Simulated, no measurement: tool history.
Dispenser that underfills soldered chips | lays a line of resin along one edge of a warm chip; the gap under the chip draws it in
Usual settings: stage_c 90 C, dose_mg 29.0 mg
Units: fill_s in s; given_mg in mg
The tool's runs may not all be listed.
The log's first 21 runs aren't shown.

| run | hour | stage_c | dose_mg | fill_s | given_mg |
|---|---|---|---|---|---|
|  | 225.2 | new syringe of resin |
|  | 234.3 | new syringe of resin |
| 22 | 235.2 | 79 | 30.3 | 99.2 | 29.96 |
|  | 243.2 | new syringe of resin |
| 23 | 248.6 | 79 | 30.3 | 113.4 | 30.17 |
|  | 252.2 | new syringe of resin |
|  | 261.5 | new syringe of resin |
| 24 | 261.5 | 78 | 30.4 | 101.0 | 29.66 |
|  | 271.6 | new syringe of resin |
|  | 277.4 | dispensing valve cleaned and set on the balance |
| 25 | 278.5 | 78 | 30.4 | 118.4 | 30.52 |
|  | 281.9 | new syringe of resin |
|  | 291.1 | new syringe of resin |
| 26 | 291.1 | 105 | 34.4 | 38.8 | 34.13 |
| 27 | 298.6 | 101 | 31.8 | 55.2 | 31.24 |
|  | 300.0 | new syringe of resin |
|  | 309.9 | new syringe of resin |
| 28 | 312.7 | 83 | 29.0 | 93.8 | 28.50 |
|  | 319.1 | new syringe of resin |
| 29 | 322.2 | 96 | 28.8 | 56.5 | 28.21 |
|  | 328.7 | new syringe of resin |
| 30 | 334.2 | 95 | 27.7 | 61.5 | 26.90 |
|  | 338.1 | new syringe of resin |
|  | 344.0 | dispensing valve cleaned and set on the balance |
|  | 348.2 | new syringe of resin |
| 31 | 349.1 | 104 | 32.5 | 42.3 | 32.54 |
| 32 | 355.8 | 94 | 32.6 | 68.4 | 32.41 |

3 ways to go on from here, each from the tool as it stands after run 32. What would each give?
|  | 357.5 | new syringe of resin |
|  | 367.2 | new syringe of resin |
| A | 368.2 | 79 | 29.0 | ? | ? |
|  | 357.5 | new syringe of resin |
|  | 367.2 | new syringe of resin |
| B | 368.2 | 103 | 26.3 | ? | ? |
|  | 357.5 | new syringe of resin |
|  | 367.2 | new syringe of resin |
| C | 368.2 | 90 | 33.8 | ? | ? |

| run | fill_s | given_mg |
|---|---|---|
| A | 99.2 | 28.54 |
| B | 43.2 | 26.24 |
| C | 66.2 | 33.27 |
Without the tool's hidden state the same runs would have given:
| run | fill_s | given_mg |
|---|---|---|
| A | 100.8 | 28.87 |
| B | 43.7 | 26.55 |
| C | 67.1 | 33.66 |

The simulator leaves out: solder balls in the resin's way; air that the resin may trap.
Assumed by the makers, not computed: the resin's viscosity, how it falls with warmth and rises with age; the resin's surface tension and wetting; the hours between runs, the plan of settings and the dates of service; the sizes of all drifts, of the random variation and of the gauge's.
